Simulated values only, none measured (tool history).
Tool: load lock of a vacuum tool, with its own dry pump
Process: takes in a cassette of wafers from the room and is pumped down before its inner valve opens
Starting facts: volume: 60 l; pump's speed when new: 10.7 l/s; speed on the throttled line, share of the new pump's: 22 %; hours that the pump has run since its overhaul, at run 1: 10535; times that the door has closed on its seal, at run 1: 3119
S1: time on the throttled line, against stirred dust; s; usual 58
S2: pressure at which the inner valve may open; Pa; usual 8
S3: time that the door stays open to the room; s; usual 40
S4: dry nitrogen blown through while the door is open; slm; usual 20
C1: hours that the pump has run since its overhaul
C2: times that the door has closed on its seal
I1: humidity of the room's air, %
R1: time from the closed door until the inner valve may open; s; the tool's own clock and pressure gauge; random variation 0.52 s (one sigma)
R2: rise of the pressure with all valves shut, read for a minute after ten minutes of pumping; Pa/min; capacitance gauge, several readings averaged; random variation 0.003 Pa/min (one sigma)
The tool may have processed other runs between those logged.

run	hour	S1	S2	S3	S4	C1	C2	I1	R1	R2
1	0	58	8	40	20	10535	3119	42.6	106.6	0.015
2	172.3	58	8	40	20	10708	3602	45.3	105.7	0.018
3	463.8	58	8	40	20	10999	4418	44.9	105.1	0.019
# hour 532.9: dry pump taken out, an overhauled one fitted
4	628.8	58	8	40	20	96	4864	50.8	99.5	0.029
5	796.5	83	8	40	20	264	5334	45	118.8	0.019
6	1003.7	58	8	221	20	471	5914	45.2	100.1	0.034
7	1236.6	58	8	40	20	704	6566	45.1	101.1	0.025
8	1452.2	58	8	40	5	919	7171	45.3	100.5	0.036
9	1655.5	58	8	40	5	1123	7740	44.9	100.2	0.039
10	1828.2	53	8	40	20	1295	8224	51	96.5	0.034
11	2088.7	53	8	40	20	1556	8954	50.3	96.8	0.033
12	2337.2	53	8	40	40	1804	9650	41.4	97	0.038
13	2604.6	53	8	40	40	2072	10399	41.7	97	0.039
14	2840.5	53	8	40	40	2308	11060	42.1	97.3	0.041
15	2981.8	54	8	40	40	2449	11456	47.7	98.1	0.046
16	3222.3	54	8	40	40	2689	12130	43.4	99.1	0.048
17	3487.9	46	8	40	20	2955	12874	48.4	92.1	0.051
18	3658.1	46	8	40	20	3125	13351	43.3	92.3	0.054
19	3923.2	46	8	40	20	3390	14093	44.7	93.4	0.062
20	4208.9	58	7	40	12	3676	14894	48.3	102.3	0.065
21	4356.3	89	11	40	9	3823	15307	50	124.4	0.072
22	4531.2	29	8	40	14	3998	15797	44.9	79.3	0.066
23	4771.8	51	8	122	14	4239	16471	46.1	97	0.074
24	4897	53	8	34	31	4364	16821	42.7	98.3	0.07
25	5119.7	58	8	40	7	4587	17445	43.4	102.4	0.08
26	5362.4	58	8	40	7	4829	18125	41.2	102.6	0.088
27	5572.6	58	8	40	10	5040	18714	45.7	102.4	0.082
28	5748.3	58	9	170	20	5215	19206	46.8	101.9	0.096
29	6037.7	48	11	75	17	5505	20017	44.7	93.1	0.093
30	6233	58	6	41	20	5700	20564	46	105.5	0.098
31	6470.2	58	6	41	20	5937	21229	44.4	105.8	0.099
32	6604.5	58	8	58	7	6072	21605	43.2	103.1	0.106
33	6793.2	58	12	128	5	6260	22134	41.9	101.7	0.125
34	7011.7	58	11	40	20	6479	22746	47.1	102.1	0.11
35	7278.3	58	11	188	7	6745	23493	41.8	101.6	0.134
36	7478.5	80	15	162	7	6946	24054	47.1	116.1	0.141

Each row is a separate what-if for the run after 36, all from the same tool condition, not one after another. Results?
A	7633.5	58	14	145	20	7101	24488	45.8	?	?
B	7633.5	58	8	42	20	7101	24488	43.1	?	?
C	7633.5	58	8	133	19	7101	24488	44.4	?	?
D	7633.5	80	7	162	7	7101	24488	47.9	?	?
E	7633.5	31	8	40	20	7101	24488	42.3	?	?

run	R1	R2
A	100.5	0.128
B	104.5	0.114
C	104.3	0.128
D	121.8	0.139
E	84	0.115
With no hidden state in the tool, these same runs would have given:
run	R1	R2
A	95.6	0.02
B	99.2	0.005
C	99	0.02
D	116.9	0.032
E	77.9	0.008

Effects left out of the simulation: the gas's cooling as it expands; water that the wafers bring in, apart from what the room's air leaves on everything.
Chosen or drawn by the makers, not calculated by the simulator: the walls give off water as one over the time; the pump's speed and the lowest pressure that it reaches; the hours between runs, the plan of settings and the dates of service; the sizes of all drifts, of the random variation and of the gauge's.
